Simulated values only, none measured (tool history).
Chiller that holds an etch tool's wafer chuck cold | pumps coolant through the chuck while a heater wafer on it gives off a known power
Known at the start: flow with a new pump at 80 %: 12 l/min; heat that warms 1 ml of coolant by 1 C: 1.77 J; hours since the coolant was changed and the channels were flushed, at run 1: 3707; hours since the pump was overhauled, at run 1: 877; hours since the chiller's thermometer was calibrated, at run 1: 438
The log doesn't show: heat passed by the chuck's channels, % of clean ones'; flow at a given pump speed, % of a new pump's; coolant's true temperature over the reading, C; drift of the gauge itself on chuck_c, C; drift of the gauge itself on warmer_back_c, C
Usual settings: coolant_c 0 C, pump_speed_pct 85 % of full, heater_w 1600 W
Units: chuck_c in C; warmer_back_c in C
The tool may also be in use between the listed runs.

run	hour	coolant_c	pump_speed_pct	heater_w	hours since the coolant was changed and the channels were flushed	hours since the pump was overhauled	hours since the chiller's thermometer was calibrated	chuck_c	warmer_back_c
1	0.0	0	85	1600	3707	877	438	10.5	4.30
2	27.9	0	90	1600	3735	905	466	10.1	4.02
3	56.6	0	90	1600	3764	934	494	10.2	4.01
4	70.5	0	74	1600	3778	948	508	12.0	5.08
5	96.2	0	85	1600	3803	973	534	10.6	4.30
6	112.1	0	85	1600	3819	989	550	10.7	4.28
7	126.4	0	85	1600	3834	1004	564	10.6	4.29
8	139.5	0	85	1600	3847	1017	577	10.6	4.34
9	158.7	0	85	1600	3866	1036	597	10.6	4.33
# hour 166.5: coolant pump overhauled
10	181.5	0	85	1600	3884	15	614	10.7	4.34
11	197.3	0	85	946	3899	31	630	6.4	2.59
12	211.7	0	85	946	3914	45	645	6.5	2.62
13	240.6	-6	96	855	3943	74	673	-0.7	2.01
# hour 269.6: coolant pump overhauled, once more
14	272.6	3	85	1207	3970	3	700	11.0	3.24
15	295.4	-10	73	953	3993	26	723	-2.8	3.02
16	313.2	-10	93	1226	4010	44	741	-2.6	2.92
17	325.9	0	77	1003	4023	56	754	7.3	2.89
18	350.6	0	67	1003	4048	81	779	8.3	3.57
19	378.0	0	63	868	4075	108	806	7.5	3.34
20	398.9	0	63	868	4096	129	827	7.7	3.24
21	426.3	1	95	1422	4123	157	854	9.5	3.36
22	443.3	1	95	1422	4140	174	871	9.6	3.31

Hidden state at the last listed run before each entry between runs and at the first one after, where it differs:
Between runs 9 and 10: coolant pump overhauled (hour 166.5)
  heat passed by the chuck's channels, % of clean ones': 91.5 -> 91.4; flow at a given pump speed, % of a new pump's: 98 -> 96.8
  measured less the result without the state, chuck_c: +1.0 -> +1.2 C; warmer_back_c: +0.09 -> +0.15 C
Between runs 13 and 14: coolant pump overhauled, once more (hour 269.6)
  heat passed by the chuck's channels, % of clean ones': 91.3 -> 91.2; flow at a given pump speed, % of a new pump's: 96.7 -> 99.1; coolant's true temperature over the reading, C: 0.2 -> 0.21
  measured less the result without the state, chuck_c: +0.7 -> +0.8 C; warmer_back_c: +0.07 -> +0.03 C
